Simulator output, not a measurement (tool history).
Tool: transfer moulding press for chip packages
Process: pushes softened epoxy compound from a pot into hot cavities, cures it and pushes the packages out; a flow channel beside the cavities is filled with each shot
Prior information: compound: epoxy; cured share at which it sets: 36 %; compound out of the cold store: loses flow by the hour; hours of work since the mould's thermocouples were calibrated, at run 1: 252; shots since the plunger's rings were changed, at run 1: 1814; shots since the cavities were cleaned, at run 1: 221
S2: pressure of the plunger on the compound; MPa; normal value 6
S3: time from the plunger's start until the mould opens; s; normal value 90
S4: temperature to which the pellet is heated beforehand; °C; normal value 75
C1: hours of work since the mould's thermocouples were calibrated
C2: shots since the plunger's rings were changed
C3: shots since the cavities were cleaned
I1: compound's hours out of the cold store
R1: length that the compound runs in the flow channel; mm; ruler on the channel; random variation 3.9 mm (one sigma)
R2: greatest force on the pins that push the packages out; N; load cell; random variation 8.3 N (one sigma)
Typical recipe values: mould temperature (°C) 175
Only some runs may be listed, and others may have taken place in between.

run 1 hour=0 | mould_temperature_(°C)=175 S2=6 S3=90 S4=75 | C1=252 C2=1814 C3=221 | I1=34.8 | R1=601 R2=368
run 2 hour=14.9 | mould_temperature_(°C)=175 S2=6 S3=90 S4=75 | C1=262 C2=2010 C3=417 | I1=20.6 | R1=648 R2=379
run 3 hour=23.7 | mould_temperature_(°C)=175 S2=6 S3=90 S4=75 | C1=267 C2=2125 C3=532 | I1=44.9 | R1=568 R2=353
-- hour=29.3 cavities cleaned with cleaning compound and waxed
run 4 hour=37.4 | mould_temperature_(°C)=175 S2=6 S3=90 S4=75 | C1=275 C2=2285 C3=106 | I1=9.9 | R1=682 R2=390
run 5 hour=45.8 | mould_temperature_(°C)=175 S2=6 S3=90 S4=81 | C1=281 C2=2396 C3=217 | I1=20.1 | R1=652 R2=381
run 6 hour=54.8 | mould_temperature_(°C)=175 S2=6 S3=90 S4=81 | C1=287 C2=2514 C3=335 | I1=26.3 | R1=634 R2=356
run 7 hour=64.4 | mould_temperature_(°C)=175 S2=6.22 S3=90 S4=81 | C1=293 C2=2639 C3=460 | I1=18.5 | R1=675 R2=370
run 8 hour=72.1 | mould_temperature_(°C)=175 S2=6.22 S3=90 S4=81 | C1=298 C2=2740 C3=561 | I1=30.2 | R1=632 R2=381
-- hour=75 cavities cleaned with cleaning compound and waxed
run 9 hour=86.5 | mould_temperature_(°C)=175 S2=6.22 S3=90 S4=81 | C1=307 C2=2910 C3=151 | I1=33.6 | R1=625 R2=363
run 10 hour=95.3 | mould_temperature_(°C)=175 S2=6.22 S3=90 S4=81 | C1=313 C2=3024 C3=265 | I1=37.5 | R1=612 R2=356
run 11 hour=108.2 | mould_temperature_(°C)=175 S2=6.22 S3=90 S4=81 | C1=321 C2=3195 C3=436 | I1=35.2 | R1=611 R2=358
-- hour=121.8 cavities cleaned with cleaning compound and waxed
run 12 hour=122.1 | mould_temperature_(°C)=175 S2=6 S3=90 S4=70 | C1=330 C2=3357 C3=4 | I1=17.1 | R1=667 R2=386
run 13 hour=131.1 | mould_temperature_(°C)=175 S2=6 S3=90 S4=70 | C1=336 C2=3475 C3=122 | I1=14.8 | R1=668 R2=403
run 14 hour=142.3 | mould_temperature_(°C)=175 S2=6 S3=90 S4=70 | C1=343 C2=3622 C3=269 | I1=25.6 | R1=632 R2=375
run 15 hour=156.2 | mould_temperature_(°C)=175 S2=6 S3=90 S4=70 | C1=352 C2=3804 C3=451 | I1=28.2 | R1=621 R2=375
-- hour=167.7 cavities cleaned with cleaning compound and waxed
run 16 hour=171.3 | mould_temperature_(°C)=179 S2=6.45 S3=97 S4=80 | C1=361 C2=3983 C3=47 | I1=23.6 | R1=642 R2=275
run 17 hour=180.9 | mould_temperature_(°C)=179 S2=6.45 S3=97 S4=80 | C1=368 C2=4108 C3=172 | I1=28.7 | R1=629 R2=280
run 18 hour=195.5 | mould_temperature_(°C)=179 S2=6.45 S3=97 S4=80 | C1=377 C2=4300 C3=364 | I1=37.8 | R1=600 R2=263
run 19 hour=209.8 | mould_temperature_(°C)=179 S2=6.45 S3=97 S4=80 | C1=387 C2=4487 C3=551 | I1=28.1 | R1=644 R2=271
-- hour=214.4 cavities cleaned with cleaning compound and waxed
run 20 hour=218.2 | mould_temperature_(°C)=172 S2=6.45 S3=87 S4=71 | C1=391 C2=4578 C3=50 | I1=26.3 | R1=662 R2=533
-- hour=223.4 plunger's sealing rings changed
run 21 hour=231.6 | mould_temperature_(°C)=178 S2=5.55 S3=73 S4=71 | C1=399 C2=108 C3=194 | I1=28.5 | R1=589 R2=489
run 22 hour=238.4 | mould_temperature_(°C)=178 S2=7.28 S3=109 S4=72 | C1=403 C2=196 C3=282 | I1=12 | R1=737 R2=252
run 23 hour=253.3 | mould_temperature_(°C)=175 S2=6.1 S3=90 S4=75 | C1=413 C2=392 C3=478 | I1=47.3 | R1=573 R2=354
-- hour=262.6 cavities cleaned with cleaning compound and waxed
run 24 hour=269.1 | mould_temperature_(°C)=175 S2=6.1 S3=90 S4=75 | C1=422 C2=580 C3=85 | I1=10.2 | R1=687 R2=409
run 25 hour=283.6 | mould_temperature_(°C)=175 S2=6.1 S3=90 S4=75 | C1=432 C2=769 C3=274 | I1=10.7 | R1=693 R2=395
run 26 hour=296.7 | mould_temperature_(°C)=175 S2=6.1 S3=90 S4=75 | C1=441 C2=942 C3=447 | I1=41.2 | R1=584 R2=355

Expected results for the next run?
-- hour=308.9 cavities cleaned with cleaning compound and waxed
run 27 hour=313.1 | mould_temperature_(°C)=181 S2=6.1 S3=120 S4=79 | C1=451 C2=1137 C3=55 | I1=34.2 | R1=? R2=?

R1: 598 mm
R2: 240 N
Were there no unlogged condition in the tool, this run, its random variation unchanged, would have produced R1 598 mm, R2 240 N.
